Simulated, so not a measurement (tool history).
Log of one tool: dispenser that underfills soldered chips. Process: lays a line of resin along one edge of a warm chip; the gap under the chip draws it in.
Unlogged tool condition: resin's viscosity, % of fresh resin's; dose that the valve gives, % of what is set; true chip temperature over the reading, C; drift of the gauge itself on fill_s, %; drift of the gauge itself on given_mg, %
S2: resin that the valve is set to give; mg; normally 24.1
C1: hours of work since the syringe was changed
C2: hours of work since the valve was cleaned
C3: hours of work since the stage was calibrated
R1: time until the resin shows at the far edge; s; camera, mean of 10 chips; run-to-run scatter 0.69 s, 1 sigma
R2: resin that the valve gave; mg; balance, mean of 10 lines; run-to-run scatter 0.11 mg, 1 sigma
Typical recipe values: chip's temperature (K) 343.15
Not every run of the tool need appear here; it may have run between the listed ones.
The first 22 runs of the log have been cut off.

run 23 day=3.133 | chip's_temperature_(K)=337.15 S2=21.7 | C1=4 C2=82 C3=160 | R1=114.4 R2=20.43
run 24 day=3.246 | chip's_temperature_(K)=348.15 S2=24.7 | C1=6 C2=84 C3=162 | R1=76.5 R2=22.94
-- day=3.275 new syringe of resin
run 25 day=3.354 | chip's_temperature_(K)=350.15 S2=30.5 | C1=1 C2=86 C3=163 | R1=49.9 R2=28.52
run 26 day=3.458 | chip's_temperature_(K)=337.15 S2=30.5 | C1=3 C2=88 C3=165 | R1=107.0 R2=28.57
-- day=3.621 new syringe of resin
run 27 day=3.629 | chip's_temperature_(K)=337.15 S2=30.5 | C1=0 C2=90 C3=168 | R1=85.3 R2=28.39
run 28 day=3.775 | chip's_temperature_(K)=343.15 S2=22.2 | C1=3 C2=93 C3=171 | R1=79.1 R2=20.59
run 29 day=3.900 | chip's_temperature_(K)=343.15 S2=22.2 | C1=5 C2=95 C3=173 | R1=92.9 R2=20.67
-- day=3.967 new syringe of resin
run 30 day=4.008 | chip's_temperature_(K)=343.15 S2=22.0 | C1=1 C2=97 C3=174 | R1=68.5 R2=20.22
run 31 day=4.133 | chip's_temperature_(K)=343.15 S2=22.0 | C1=3 C2=99 C3=177 | R1=80.5 R2=20.31
run 32 day=4.279 | chip's_temperature_(K)=343.15 S2=22.0 | C1=6 C2=102 C3=179 | R1=95.6 R2=20.51
-- day=4.312 new syringe of resin
run 33 day=4.450 | chip's_temperature_(K)=339.15 S2=22.4 | C1=2 C2=104 C3=182 | R1=94.9 R2=20.65
run 34 day=4.592 | chip's_temperature_(K)=336.15 S2=26.0 | C1=5 C2=107 C3=184 | R1=128.9 R2=23.82
-- day=4.650 new syringe of resin
run 35 day=4.717 | chip's_temperature_(K)=336.15 S2=24.8 | C1=1 C2=109 C3=186 | R1=98.9 R2=22.68

Predict each of these 4 candidate next runs independently; none follows another, all start after run 35:
run A day=4.854 | chip's_temperature_(K)=343.15 S2=28.4 | C1=4 C2=111 C3=189 | R1=? R2=?
run B day=4.854 | chip's_temperature_(K)=356.15 S2=27.8 | C1=4 C2=111 C3=189 | R1=? R2=?
run C day=4.854 | chip's_temperature_(K)=336.15 S2=26.7 | C1=4 C2=111 C3=189 | R1=? R2=?
run D day=4.854 | chip's_temperature_(K)=333.15 S2=24.3 | C1=4 C2=111 C3=189 | R1=? R2=?

run=A R1=81.3 R2=26.13
run=B R1=43.9 R2=25.58
run=C R1=116.2 R2=24.42
run=D R1=138.6 R2=22.27
Without the tool's unlogged condition, the same runs would have read:
run=A R1=61.2 R2=28.59
run=B R1=33.2 R2=27.99
run=C R1=87.2 R2=26.73
run=D R1=103.3 R2=24.38

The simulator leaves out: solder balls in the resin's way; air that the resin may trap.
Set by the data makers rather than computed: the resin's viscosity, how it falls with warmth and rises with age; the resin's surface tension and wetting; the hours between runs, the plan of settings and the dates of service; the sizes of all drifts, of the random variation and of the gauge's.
